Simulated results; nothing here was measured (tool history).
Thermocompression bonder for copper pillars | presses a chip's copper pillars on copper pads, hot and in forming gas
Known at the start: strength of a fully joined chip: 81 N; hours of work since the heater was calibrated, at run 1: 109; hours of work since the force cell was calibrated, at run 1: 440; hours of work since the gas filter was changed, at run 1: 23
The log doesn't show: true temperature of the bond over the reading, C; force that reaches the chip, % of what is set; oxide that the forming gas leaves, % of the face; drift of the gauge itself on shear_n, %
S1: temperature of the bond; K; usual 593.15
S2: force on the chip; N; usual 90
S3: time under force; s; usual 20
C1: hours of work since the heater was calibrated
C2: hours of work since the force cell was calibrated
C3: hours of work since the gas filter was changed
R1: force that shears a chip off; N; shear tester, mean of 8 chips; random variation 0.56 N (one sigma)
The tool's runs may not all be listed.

| run | hour | S1 | S2 | S3 | C1 | C2 | C3 | R1 |
|---|---|---|---|---|---|---|---|---|
| 1 | 0.0 | 593.15 | 90 | 20 | 109 | 440 | 23 | 32.3 |
| 2 | 72.7 | 612.15 | 90 | 20 | 153 | 483 | 67 | 40.5 |
| 3 | 165.3 | 612.15 | 90 | 20 | 209 | 539 | 123 | 40.0 |
| 4 | 253.6 | 612.15 | 90 | 20 | 262 | 593 | 177 | 38.9 |
| 5 | 344.7 | 593.15 | 90 | 20 | 317 | 648 | 232 | 32.6 |
| 6 | 438.9 | 593.15 | 90 | 20 | 374 | 705 | 289 | 31.9 |
| 7 | 503.9 | 593.15 | 103 | 20 | 413 | 744 | 328 | 36.1 |
| 8 | 550.9 | 593.15 | 103 | 20 | 442 | 773 | 357 | 36.2 |
| 9 | 598.4 | 593.15 | 103 | 20 | 470 | 801 | 385 | 35.9 |
| 10 | 653.8 | 593.15 | 103 | 20 | 504 | 835 | 419 | 35.0 |
|  | 671.1 | forming gas filter changed |
| 11 | 746.1 | 593.15 | 103 | 20 | 560 | 890 | 45 | 39.2 |
|  | 824.1 | heater calibrated with a thermocouple chip |
| 12 | 839.9 | 579.15 | 90 | 20 | 10 | 946 | 101 | 25.1 |
| 13 | 933.1 | 579.15 | 90 | 20 | 66 | 1002 | 157 | 25.2 |
| 14 | 1010.5 | 579.15 | 90 | 20 | 113 | 1049 | 204 | 25.4 |
| 15 | 1094.6 | 579.15 | 90 | 20 | 164 | 1100 | 255 | 24.3 |
| 16 | 1179.1 | 593.15 | 90 | 20 | 215 | 1151 | 306 | 29.2 |
| 17 | 1241.7 | 593.15 | 90 | 20 | 253 | 1189 | 344 | 29.4 |
| 18 | 1285.8 | 593.15 | 90 | 20 | 279 | 1216 | 371 | 28.6 |
| 19 | 1329.2 | 593.15 | 90 | 20 | 305 | 1242 | 397 | 28.6 |
|  | 1383.9 | forming gas filter changed |
| 20 | 1403.7 | 593.15 | 90 | 20 | 350 | 1287 | 12 | 32.4 |
| 21 | 1504.1 | 593.15 | 90 | 20 | 411 | 1347 | 73 | 31.2 |
| 22 | 1584.9 | 574.15 | 126 | 20 | 460 | 1396 | 122 | 35.7 |
|  | 1627.8 | force cell calibrated |
| 23 | 1633.5 | 574.15 | 126 | 20 | 488 | 3 | 150 | 39.8 |
| 24 | 1700.1 | 574.15 | 126 | 20 | 529 | 44 | 190 | 39.3 |
| 25 | 1791.1 | 593.15 | 104 | 20 | 584 | 99 | 245 | 38.4 |
|  | 1826.6 | heater calibrated with a thermocouple chip |
| 26 | 1844.7 | 607.15 | 104 | 17 | 11 | 130 | 277 | 38.7 |
| 27 | 1911.7 | 604.15 | 118 | 33 | 51 | 171 | 317 | 51.1 |
| 28 | 1993.5 | 604.15 | 118 | 33 | 101 | 220 | 367 | 49.5 |
| 29 | 2054.8 | 614.15 | 118 | 33 | 138 | 257 | 404 | 52.2 |
|  | 2094.7 | forming gas filter changed |
| 30 | 2132.1 | 587.15 | 94 | 20 | 184 | 304 | 23 | 32.3 |
| 31 | 2175.7 | 587.15 | 94 | 20 | 211 | 330 | 49 | 31.4 |
| 32 | 2217.7 | 587.15 | 94 | 20 | 236 | 355 | 74 | 32.1 |
| 33 | 2260.2 | 574.15 | 101 | 44 | 262 | 381 | 100 | 38.6 |
| 34 | 2332.1 | 568.15 | 75 | 32 | 305 | 424 | 144 | 23.1 |
| 35 | 2414.7 | 593.15 | 86 | 18 | 355 | 474 | 194 | 29.9 |
| 36 | 2484.4 | 592.15 | 60 | 25 | 398 | 517 | 236 | 22.4 |
| 37 | 2553.9 | 592.15 | 60 | 25 | 440 | 559 | 278 | 21.0 |
| 38 | 2648.7 | 593.15 | 90 | 21 | 497 | 616 | 335 | 32.6 |
| 39 | 2743.2 | 597.15 | 88 | 20 | 554 | 673 | 392 | 31.9 |

Hidden state or all else? Some run-to-run changes of R1, split into what the settings, what came in and random variation would give without the hidden state, and what is left for the hidden state (with any gauge scatter that isn't in both results):
Run 10 -> 11: forming gas filter changed. R1 +4.2 N: hidden state +4.5, all else -0.3.
Run 11 -> 12: S1 593.15 -> 579.15, S2 103 -> 90, heater calibrated with a thermocouple chip. R1 -14.1 N: hidden state -4.0, all else -10.1.
Run 25 -> 26: S1 593.15 -> 607.15, S3 20 -> 17, heater calibrated with a thermocouple chip. R1 +0.3 N: hidden state -4.4, all else +4.7.
Run 29 -> 30: S1 614.15 -> 587.15, S2 118 -> 94, S3 33 -> 20, forming gas filter changed. R1 -19.9 N: hidden state +6.9, all else -26.8.
Run 33 -> 34: S1 574.15 -> 568.15, S2 101 -> 75, S3 44 -> 32. R1 -15.5 N: hidden state +0.2, all else -15.7.
